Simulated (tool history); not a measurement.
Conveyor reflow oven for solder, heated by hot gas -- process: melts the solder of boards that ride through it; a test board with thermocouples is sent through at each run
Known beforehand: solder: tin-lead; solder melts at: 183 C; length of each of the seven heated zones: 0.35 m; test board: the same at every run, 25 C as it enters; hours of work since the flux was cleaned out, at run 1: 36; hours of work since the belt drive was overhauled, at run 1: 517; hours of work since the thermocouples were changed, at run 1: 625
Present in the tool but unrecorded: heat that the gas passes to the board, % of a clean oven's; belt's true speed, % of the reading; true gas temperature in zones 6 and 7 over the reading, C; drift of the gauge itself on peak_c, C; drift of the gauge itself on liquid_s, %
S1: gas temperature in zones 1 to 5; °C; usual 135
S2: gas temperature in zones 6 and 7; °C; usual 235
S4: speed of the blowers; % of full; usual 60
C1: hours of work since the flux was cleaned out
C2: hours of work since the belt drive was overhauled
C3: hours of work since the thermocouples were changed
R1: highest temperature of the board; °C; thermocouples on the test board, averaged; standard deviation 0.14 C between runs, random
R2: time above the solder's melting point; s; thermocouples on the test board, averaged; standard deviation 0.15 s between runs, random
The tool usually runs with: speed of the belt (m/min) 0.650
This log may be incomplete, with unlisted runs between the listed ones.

{"run": 1, "hour": 0.0, "S1": 135, "S2": 235, "speed of the belt (m/min)": 0.65, "S4": 60, "C1": 36, "C2": 517, "C3": 625, "R1": 218.0, "R2": 48.1}
{"run": 2, "hour": 10.9, "S1": 135, "S2": 236, "speed of the belt (m/min)": 0.65, "S4": 60, "C1": 45, "C2": 525, "C3": 634, "R1": 218.8, "R2": 48.8}
{"run": 3, "hour": 26.1, "S1": 135, "S2": 236, "speed of the belt (m/min)": 0.65, "S4": 60, "C1": 57, "C2": 537, "C3": 645, "R1": 218.8, "R2": 48.8}
{"run": 4, "hour": 50.4, "S1": 135, "S2": 236, "speed of the belt (m/min)": 0.65, "S4": 60, "C1": 75, "C2": 555, "C3": 664, "R1": 219.0, "R2": 48.7}
{"run": 5, "hour": 63.0, "S1": 135, "S2": 236, "speed of the belt (m/min)": 0.65, "S4": 60, "C1": 85, "C2": 565, "C3": 674, "R1": 218.5, "R2": 48.5}
{"run": 6, "hour": 80.9, "S1": 135, "S2": 235, "speed of the belt (m/min)": 0.683, "S4": 60, "C1": 98, "C2": 579, "C3": 687, "R1": 215.8, "R2": 44.2}
{"run": 7, "hour": 96.2, "S1": 135, "S2": 235, "speed of the belt (m/min)": 0.747, "S4": 60, "C1": 110, "C2": 590, "C3": 699, "R1": 212.2, "R2": 37.6}
{"run": 8, "hour": 107.6, "S1": 135, "S2": 235, "speed of the belt (m/min)": 0.747, "S4": 60, "C1": 119, "C2": 599, "C3": 708, "R1": 212.5, "R2": 37.6}
{"run": 9, "hour": 124.7, "S1": 135, "S2": 235, "speed of the belt (m/min)": 0.65, "S4": 63, "C1": 132, "C2": 612, "C3": 721, "R1": 218.9, "R2": 49.0}
{"run": 10, "hour": 140.9, "S1": 135, "S2": 235, "speed of the belt (m/min)": 0.65, "S4": 63, "C1": 144, "C2": 624, "C3": 733, "R1": 218.6, "R2": 48.8}
{"run": 11, "hour": 163.4, "S1": 137, "S2": 249, "speed of the belt (m/min)": 0.65, "S4": 81, "C1": 162, "C2": 642, "C3": 751, "R1": 236.7, "R2": 58.8}
{"run": 12, "hour": 173.8, "S1": 137, "S2": 249, "speed of the belt (m/min)": 0.65, "S4": 81, "C1": 170, "C2": 650, "C3": 759, "R1": 237.2, "R2": 59.2}

Run 13 is up next; what results do you expect?
{"run": 13, "hour": 198.5, "S1": 135, "S2": 235, "speed of the belt (m/min)": 0.631, "S4": 86, "C1": 189, "C2": 669, "C3": 777, "R1": "?", "R2": "?"}

{"run 13": {"R1": 225.9, "R2": 55.7}}
Take away the tool's hidden state, keep the run-to-run variation as it was, and the same run would have given R1 224.0 °C, R2 54.1 s.
